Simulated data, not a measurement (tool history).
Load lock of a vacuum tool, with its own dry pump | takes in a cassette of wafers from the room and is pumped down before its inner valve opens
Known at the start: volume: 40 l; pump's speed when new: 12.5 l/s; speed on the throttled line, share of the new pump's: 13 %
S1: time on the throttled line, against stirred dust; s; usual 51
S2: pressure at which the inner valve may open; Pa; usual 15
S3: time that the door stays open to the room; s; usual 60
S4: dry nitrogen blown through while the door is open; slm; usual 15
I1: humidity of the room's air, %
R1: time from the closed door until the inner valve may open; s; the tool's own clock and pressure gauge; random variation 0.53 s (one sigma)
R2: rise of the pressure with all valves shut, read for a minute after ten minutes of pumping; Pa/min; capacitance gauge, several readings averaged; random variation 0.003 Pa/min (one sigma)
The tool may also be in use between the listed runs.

run      day  S1  S2   S3  S4    I1    R1     R2
  1        0  51  15   60  15  43.6  72.7  0.045
  2   12.279  51  15   60  15  42.9  73.5  0.049
  3   35.071  51  15   60  15  42.1  73.1   0.05
  4   48.292  51  15   60  15  43.6  73.4  0.045
  5   63.192  51  15  103  15  44.4  72.3  0.058
  6   88.417  51  15  103  15  43.2  73.1  0.072
  7  115.262  51  15   72  13  44.8  72.3  0.057
  8  129.417  47  15   25  13  50.3  69.8  0.033
  9  156.604  47  15   25  13  43.3    69  0.034
 10  174.892  47  15   25  13    42  69.8  0.031
 11  197.592  51  23   60  15    47  72.8  0.057

5 ways to go on from here, each from the tool as it stands after run 11. What would each give?
  A  221.642  34  20  60  15  45.5   ?   ?
  B  221.642  79  23  60  15  44.3   ?   ?
  C  221.642  38  23  65  34  47.6   ?   ?
  D  221.642  27  26  60  15  44.8   ?   ?
  E  221.642  70  15  67  15  46.2   ?   ?

run    R1     R2
  A  56.2   0.05
  B  95.8  0.049
  C  60.5  0.036
  D  50.6  0.047
  E  89.9   0.05
Without the tool's hidden state the same runs would have given:
run    R1     R2
  A  56.2  0.048
  B  95.8  0.047
  C  60.5  0.034
  D  50.5  0.045
  E  89.9  0.049
